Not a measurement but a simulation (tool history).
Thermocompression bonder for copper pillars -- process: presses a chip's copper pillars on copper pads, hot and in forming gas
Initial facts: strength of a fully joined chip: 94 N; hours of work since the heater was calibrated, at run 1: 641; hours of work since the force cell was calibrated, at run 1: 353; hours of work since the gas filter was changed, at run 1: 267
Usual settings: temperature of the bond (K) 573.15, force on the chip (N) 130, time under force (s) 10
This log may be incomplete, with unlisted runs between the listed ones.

run,day,temperature of the bond (K),force on the chip (N),time under force (s),hours of work since the heater was calibrated,hours of work since the force cell was calibrated,hours of work since the gas filter was changed,force that shears a chip off (N)
1,0,573.15,130,10,641,353,267,62.9
2,2.408,573.15,130,10,679,390,304,61.9
3,3.875,573.15,130,10,701,413,327,60.8
# day 4.4: forming gas filter changed
4,5.567,573.15,130,10,727,439,18,66
5,7.35,597.15,130,10,755,466,46,77.5
6,8.625,597.15,130,10,774,486,65,77.8
7,9.817,597.15,130,10,793,504,84,78.2
8,11.271,597.15,130,10,815,527,106,77.6
9,13.7,597.15,130,10,853,564,144,76.4
10,16.267,573.15,130,6,892,604,183,55.5
11,18.121,573.15,130,6,921,633,212,55.9
12,20.379,602.15,130,10,956,668,247,75.9
13,22.133,571.15,130,10,983,695,274,62.4
14,23.933,571.15,130,10,1011,723,302,61.4
# day 25.979: forming gas filter changed
15,26.592,571.15,100,10,1052,764,10,60.9
16,28.179,557.15,130,10,1076,788,34,57.3
17,31.083,557.15,130,10,1121,833,79,56.7
# day 31.383: force cell calibrated
18,33.021,568.15,88,7,1150,25,108,49.5
19,35.729,568.15,88,7,1192,67,150,49.1
20,38.025,550.15,88,9,1228,103,185,42.7
21,40.725,558.15,130,6,1269,144,227,48.4
22,43.142,545.15,105,26,1307,182,264,59.4
# day 44.438: force cell calibrated, once more
23,44.846,564.15,113,10,1332,6,290,54.1
# day 47.654: forming gas filter changed
24,47.654,602.15,130,7,1375,49,0,76.5
25,49.088,571.15,98,12,1397,72,22,63.5
26,51.621,571.15,98,12,1437,111,61,62.6
27,53.442,601.15,169,16,1465,139,89,86.1
28,55.758,548.15,134,21,1501,175,125,64.6
29,57.233,548.15,134,21,1523,198,148,63.5
30,59.879,561.15,110,10,1564,238,189,54.1
31,62.529,573.15,130,14,1605,279,230,69.6
32,65.383,581.15,179,7,1649,324,274,67.6

Some steps in force that shears a chip off (N), run to run, broken into two amounts with sign: the step expected even without the hidden condition (settings, incoming material, random variation), and the rest, left for the hidden condition together with whatever gauge scatter is not in both the measured and the hidden-condition-free result:
The hidden state here: true temperature of the bond over the reading, C; force that reaches the chip, % of what is set; oxide that the forming gas leaves, % of the face; drift of the gauge itself on shear_n, %.
Run 3 -> 4: forming gas filter changed. force that shears a chip off (N) +5.2: hidden state +5.2, all else +0.
Run 14 -> 15: force on the chip (N) 130 -> 100, forming gas filter changed. force that shears a chip off (N) -0.5: hidden state +5.2, all else -5.7.
Run 23 -> 24: temperature of the bond (K) 564.15 -> 602.15, force on the chip (N) 113 -> 130, time under force (s) 10 -> 7, forming gas filter changed. force that shears a chip off (N) +22.4: hidden state +4, all else +18.4.
Run 26 -> 27: temperature of the bond (K) 571.15 -> 601.15, force on the chip (N) 98 -> 169, time under force (s) 12 -> 16. force that shears a chip off (N) +23.5: hidden state -2.6, all else +26.1.
Run 27 -> 28: temperature of the bond (K) 601.15 -> 548.15, force on the chip (N) 169 -> 134, time under force (s) 16 -> 21. force that shears a chip off (N) -21.5: hidden state +1.7, all else -23.2.
